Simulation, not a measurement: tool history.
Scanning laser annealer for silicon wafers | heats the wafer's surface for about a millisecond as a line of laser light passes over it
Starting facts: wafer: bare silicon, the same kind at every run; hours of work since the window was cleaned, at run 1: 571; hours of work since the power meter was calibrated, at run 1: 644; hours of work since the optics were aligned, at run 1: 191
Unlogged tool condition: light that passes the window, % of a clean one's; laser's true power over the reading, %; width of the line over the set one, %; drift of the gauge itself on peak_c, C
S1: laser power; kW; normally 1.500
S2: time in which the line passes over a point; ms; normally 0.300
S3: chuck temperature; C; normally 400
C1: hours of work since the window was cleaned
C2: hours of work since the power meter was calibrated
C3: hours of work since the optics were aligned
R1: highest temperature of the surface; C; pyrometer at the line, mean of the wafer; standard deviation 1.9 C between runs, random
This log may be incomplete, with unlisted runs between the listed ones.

run,day,S1,S2,S3,C1,C2,C3,R1
1,0.000,1.500,0.300,400,571,644,191,1191
2,0.962,1.500,0.300,400,586,659,206,1188
3,3.038,1.500,0.300,400,619,692,239,1183
4,4.550,1.500,0.373,400,643,716,263,1289
5,6.146,1.500,0.373,400,668,741,288,1289
# day 8.383: window over the wafer cleaned
6,8.521,1.500,0.373,400,2,778,325,1329
7,10.179,1.500,0.300,400,28,804,351,1216
8,11.567,1.500,0.300,400,50,826,373,1218
9,13.450,1.500,0.300,400,80,855,403,1212
10,15.379,1.500,0.300,400,111,886,433,1210
11,16.617,1.396,0.306,434,130,905,453,1197
12,17.846,1.485,0.340,400,150,925,472,1260
13,19.058,1.402,0.243,368,169,944,491,1037
14,21.258,1.550,0.300,393,204,979,526,1223
15,23.017,1.289,0.253,403,231,1007,554,1031
16,24.833,1.289,0.253,403,260,1035,582,1029
17,26.679,1.426,0.348,435,289,1065,612,1267
18,28.788,1.425,0.237,413,323,1098,645,1074
19,30.592,1.425,0.237,413,351,1126,674,1069
20,31.562,1.449,0.281,376,366,1142,689,1116

Forecast each of these 3 alternatives for the next run:
A,33.567,1.438,0.281,362,398,1173,721,?
B,33.567,1.446,0.300,400,398,1173,721,?
C,33.567,1.550,0.380,392,398,1173,721,?

run,R1
A,1093
B,1163
C,1331
Had the tool no hidden state, the same runs would have come out as:
run,R1
A,1124
B,1195
C,1370

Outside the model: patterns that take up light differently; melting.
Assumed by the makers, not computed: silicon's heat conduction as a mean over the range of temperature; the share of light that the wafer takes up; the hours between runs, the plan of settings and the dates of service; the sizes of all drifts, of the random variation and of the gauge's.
